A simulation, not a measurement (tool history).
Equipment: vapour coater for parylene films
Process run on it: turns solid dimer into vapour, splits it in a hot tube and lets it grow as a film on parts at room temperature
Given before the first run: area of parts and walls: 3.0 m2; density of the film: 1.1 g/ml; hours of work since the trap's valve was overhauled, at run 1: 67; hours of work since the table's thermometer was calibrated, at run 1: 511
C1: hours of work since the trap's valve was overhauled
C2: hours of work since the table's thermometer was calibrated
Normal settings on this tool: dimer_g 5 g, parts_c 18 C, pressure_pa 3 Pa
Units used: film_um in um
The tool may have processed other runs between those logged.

run 1 day=0 | dimer_g=5 parts_c=18 pressure_pa=3 | C1=67 C2=511 | film_um=0.891
run 2 day=1.817 | dimer_g=5 parts_c=18 pressure_pa=3 | C1=100 C2=544 | film_um=0.892
run 3 day=4.017 | dimer_g=5 parts_c=18 pressure_pa=3 | C1=139 C2=583 | film_um=0.873
run 4 day=6.079 | dimer_g=5 parts_c=18 pressure_pa=3 | C1=176 C2=621 | film_um=0.873
run 5 day=7.788 | dimer_g=5 parts_c=18 pressure_pa=3 | C1=207 C2=651 | film_um=0.873
run 6 day=9.933 | dimer_g=5 parts_c=18 pressure_pa=3 | C1=246 C2=690 | film_um=0.86
run 7 day=11.388 | dimer_g=5 parts_c=18 pressure_pa=3 | C1=272 C2=716 | film_um=0.863
run 8 day=13.579 | dimer_g=5 parts_c=18 pressure_pa=3 | C1=312 C2=756 | film_um=0.851
run 9 day=16.921 | dimer_g=5 parts_c=18 pressure_pa=3 | C1=372 C2=816 | film_um=0.824
run 10 day=20.342 | dimer_g=5 parts_c=18 pressure_pa=3 | C1=434 C2=878 | film_um=0.817
run 11 day=22.596 | dimer_g=5 parts_c=22 pressure_pa=3 | C1=474 C2=919 | film_um=0.738
run 12 day=25.158 | dimer_g=5 parts_c=22 pressure_pa=3 | C1=521 C2=965 | film_um=0.729
run 13 day=26.817 | dimer_g=5 parts_c=18 pressure_pa=3 | C1=550 C2=995 | film_um=0.8
run 14 day=28.479 | dimer_g=5 parts_c=18 pressure_pa=3 | C1=580 C2=1025 | film_um=0.797
run 15 day=31.233 | dimer_g=5 parts_c=18 pressure_pa=3.58 | C1=630 C2=1074 | film_um=0.751
-- day=32.308 trap's valve overhauled
run 16 day=33.367 | dimer_g=5 parts_c=18 pressure_pa=3.58 | C1=19 C2=1110 | film_um=0.876
run 17 day=35.554 | dimer_g=2 parts_c=14 pressure_pa=3.9 | C1=59 C2=1149 | film_um=0.383
run 18 day=38.979 | dimer_g=8 parts_c=13 pressure_pa=3 | C1=120 C2=1211 | film_um=1.571
run 19 day=41.738 | dimer_g=8 parts_c=13 pressure_pa=3 | C1=170 C2=1261 | film_um=1.55
run 20 day=45.142 | dimer_g=5 parts_c=11 pressure_pa=3 | C1=231 C2=1322 | film_um=1.004
run 21 day=46.667 | dimer_g=5 parts_c=11 pressure_pa=3 | C1=259 C2=1350 | film_um=0.99
run 22 day=48.358 | dimer_g=3 parts_c=18 pressure_pa=5.04 | C1=289 C2=1380 | film_um=0.469
run 23 day=51.775 | dimer_g=3 parts_c=18 pressure_pa=8.94 | C1=351 C2=1442 | film_um=0.404
run 24 day=53.696 | dimer_g=5 parts_c=25 pressure_pa=3.67 | C1=386 C2=1476 | film_um=0.669
run 25 day=56.092 | dimer_g=5 parts_c=25 pressure_pa=3.67 | C1=429 C2=1520 | film_um=0.658
run 26 day=58.858 | dimer_g=5 parts_c=25 pressure_pa=3.67 | C1=479 C2=1569 | film_um=0.658
run 27 day=60.85 | dimer_g=5 parts_c=25 pressure_pa=3.67 | C1=515 C2=1605 | film_um=0.657
run 28 day=63.071 | dimer_g=5 parts_c=25 pressure_pa=3.61 | C1=555 C2=1645 | film_um=0.64
run 29 day=65.975 | dimer_g=5 parts_c=25 pressure_pa=3.61 | C1=607 C2=1698 | film_um=0.649

4 options for the next run, each taken on its own from the tool as it stands now. Forecast them:
-- day=68.412 trap's valve overhauled
run A day=68.712 | dimer_g=4 parts_c=26 pressure_pa=2.13 | C1=5 C2=1744 | film_um=?
-- day=68.412 trap's valve overhauled
run B day=68.712 | dimer_g=3 parts_c=14 pressure_pa=4.21 | C1=5 C2=1744 | film_um=?
-- day=68.412 trap's valve overhauled
run C day=68.712 | dimer_g=5 parts_c=22 pressure_pa=3.79 | C1=5 C2=1744 | film_um=?
-- day=68.412 trap's valve overhauled
run D day=68.712 | dimer_g=5 parts_c=18 pressure_pa=3.61 | C1=5 C2=1744 | film_um=?

run=A film_um=0.633
run=B film_um=0.56
run=C film_um=0.777
run=D film_um=0.874
Had the tool no hidden state, the same runs would have come out as:
run=A film_um=0.649
run=B film_um=0.574
run=C film_um=0.797
run=D film_um=0.895
